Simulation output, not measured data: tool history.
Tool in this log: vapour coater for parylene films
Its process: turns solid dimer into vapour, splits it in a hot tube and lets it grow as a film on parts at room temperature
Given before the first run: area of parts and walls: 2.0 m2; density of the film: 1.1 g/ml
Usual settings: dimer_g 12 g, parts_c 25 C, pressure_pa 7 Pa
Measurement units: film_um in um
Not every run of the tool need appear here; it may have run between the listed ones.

| run | hour | dimer_g | parts_c | pressure_pa | film_um |
|---|---|---|---|---|---|
| 1 | 0 | 12 | 25 | 7 | 2.85 |
| 2 | 18.1 | 12 | 25 | 7 | 2.84 |
| 3 | 46.1 | 12 | 21 | 7 | 3.19 |
| 4 | 68.9 | 12 | 21 | 7 | 3.14 |
| 5 | 88 | 12 | 32 | 7 | 2.33 |
|  | 111.5 | trap's valve overhauled |
| 6 | 122.3 | 12 | 32 | 7 | 2.34 |
| 7 | 134.8 | 12 | 32 | 7 | 2.33 |
| 8 | 161.8 | 16 | 25 | 7 | 3.75 |
| 9 | 175.8 | 16 | 25 | 7 | 3.81 |
| 10 | 197.1 | 5 | 25 | 7 | 1.21 |
| 11 | 223.2 | 12 | 25 | 7 | 2.87 |
| 12 | 252.6 | 12 | 25 | 7 | 2.88 |
| 13 | 274.9 | 12 | 25 | 7 | 2.95 |
| 14 | 299.4 | 12 | 18 | 7 | 3.52 |
| 15 | 321 | 12 | 18 | 7 | 3.53 |
| 16 | 347.3 | 12 | 18 | 7 | 3.47 |
| 17 | 372.7 | 12 | 18 | 7 | 3.43 |
| 18 | 398.7 | 12 | 25 | 7 | 2.9 |
| 19 | 425.8 | 12 | 25 | 7 | 2.83 |
| 20 | 448.4 | 12 | 25 | 7 | 2.81 |
| 21 | 466.8 | 12 | 25 | 7 | 2.85 |
| 22 | 495.8 | 12 | 25 | 4.5 | 2.99 |
| 23 | 524 | 12 | 29 | 7 | 2.51 |
| 24 | 541.3 | 12 | 26 | 7 | 2.75 |
| 25 | 559.9 | 12 | 32 | 7 | 2.28 |
| 26 | 580.1 | 12 | 32 | 7 | 2.35 |
| 27 | 595.1 | 12 | 32 | 7 | 2.29 |
|  | 606.5 | trap's valve overhauled |
| 28 | 626.7 | 21 | 25 | 7 | 4.97 |
| 29 | 640.3 | 21 | 25 | 7 | 4.92 |
| 30 | 654.8 | 21 | 25 | 7 | 4.99 |
| 31 | 680.3 | 12 | 26 | 7 | 2.75 |
| 32 | 710.2 | 16 | 31 | 7.25 | 3.2 |
| 33 | 730.1 | 9 | 18 | 3.6 | 2.77 |
| 34 | 758.4 | 9 | 26 | 10.96 | 2 |
| 35 | 772.1 | 15 | 25 | 3.35 | 3.83 |
| 36 | 795.1 | 15 | 25 | 3.35 | 3.81 |
| 37 | 814.4 | 15 | 20 | 4.16 | 4.29 |
| 38 | 837.9 | 6 | 22 | 7 | 1.55 |
| 39 | 852.2 | 21 | 33 | 4.93 | 4.11 |
| 40 | 873.5 | 12 | 36 | 7.21 | 2.07 |
| 41 | 902.1 | 12 | 35 | 7 | 2.1 |
| 42 | 921.2 | 10 | 25 | 7 | 2.4 |
| 43 | 939.9 | 12 | 29 | 8.11 | 2.48 |
| 44 | 966.2 | 17 | 25 | 5.69 | 4.05 |
| 45 | 991.8 | 12 | 22 | 11.1 | 2.93 |
| 46 | 1012.1 | 12 | 22 | 11.1 | 2.96 |
| 47 | 1033.7 | 12 | 22 | 11.1 | 3 |

4 options for the next run, each taken on its own from the tool as it stands now. Forecast them:
| A | 1056.1 | 11 | 34 | 3.91 | ? |
| B | 1056.1 | 8 | 26 | 8.55 | ? |
| C | 1056.1 | 17 | 20 | 7 | ? |
| D | 1056.1 | 17 | 25 | 7 | ? |

| run | film_um |
|---|---|
| A | 2.12 |
| B | 1.77 |
| C | 4.65 |
| D | 4.02 |
Take away the tool's hidden state, keep each run's random variation, and the runs would have read:
| run | film_um |
|---|---|
| A | 2.13 |
| B | 1.77 |
| C | 4.67 |
| D | 4.04 |

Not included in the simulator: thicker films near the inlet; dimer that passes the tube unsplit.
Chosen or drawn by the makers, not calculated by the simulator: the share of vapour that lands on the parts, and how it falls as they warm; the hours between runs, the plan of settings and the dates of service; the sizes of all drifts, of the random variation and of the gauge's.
